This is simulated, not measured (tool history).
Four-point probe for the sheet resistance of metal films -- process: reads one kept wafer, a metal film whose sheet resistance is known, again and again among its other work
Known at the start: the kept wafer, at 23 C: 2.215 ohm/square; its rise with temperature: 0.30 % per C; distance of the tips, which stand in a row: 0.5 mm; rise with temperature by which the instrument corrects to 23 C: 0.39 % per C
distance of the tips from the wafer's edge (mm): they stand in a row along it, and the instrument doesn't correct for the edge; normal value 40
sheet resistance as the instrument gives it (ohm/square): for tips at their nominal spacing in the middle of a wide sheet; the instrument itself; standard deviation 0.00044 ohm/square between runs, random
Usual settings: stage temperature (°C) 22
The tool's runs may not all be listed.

run,hour,stage temperature (°C),distance of the tips from the wafer's edge (mm),sheet resistance as the instrument gives it (ohm/square)
1,0.0,22,40,2.213427
2,40.9,26,40,2.204184
3,92.7,22,40,2.212780
4,137.8,22,40,2.213160
5,165.4,22,40,2.212465
6,195.7,22,40,2.213230
7,248.1,22,40,2.212745
8,299.9,20,40,2.217151
9,357.5,32,18,2.191946
10,418.3,19,3,2.251601
11,453.7,30,40,2.194552
12,506.9,30,40,2.195147
13,563.5,30,40,2.194815
14,611.3,30,40,2.194970
# hour 630.3: stage's thermometer calibrated
15,657.8,21,50,2.214549

Below are 4 alternative next runs, each starting from the tool's condition after run 15. Predict each:
A,697.5,18,38,?
B,697.5,21,8,?
C,697.5,32,50,?
D,697.5,23,24,?

run,sheet resistance as the instrument gives it (ohm/square)
A,2.221464
B,2.218693
C,2.191469
D,2.209461
Without the tool's hidden state the same runs would have given:
run,sheet resistance as the instrument gives it (ohm/square)
A,2.226748
B,2.223966
C,2.196668
D,2.214711
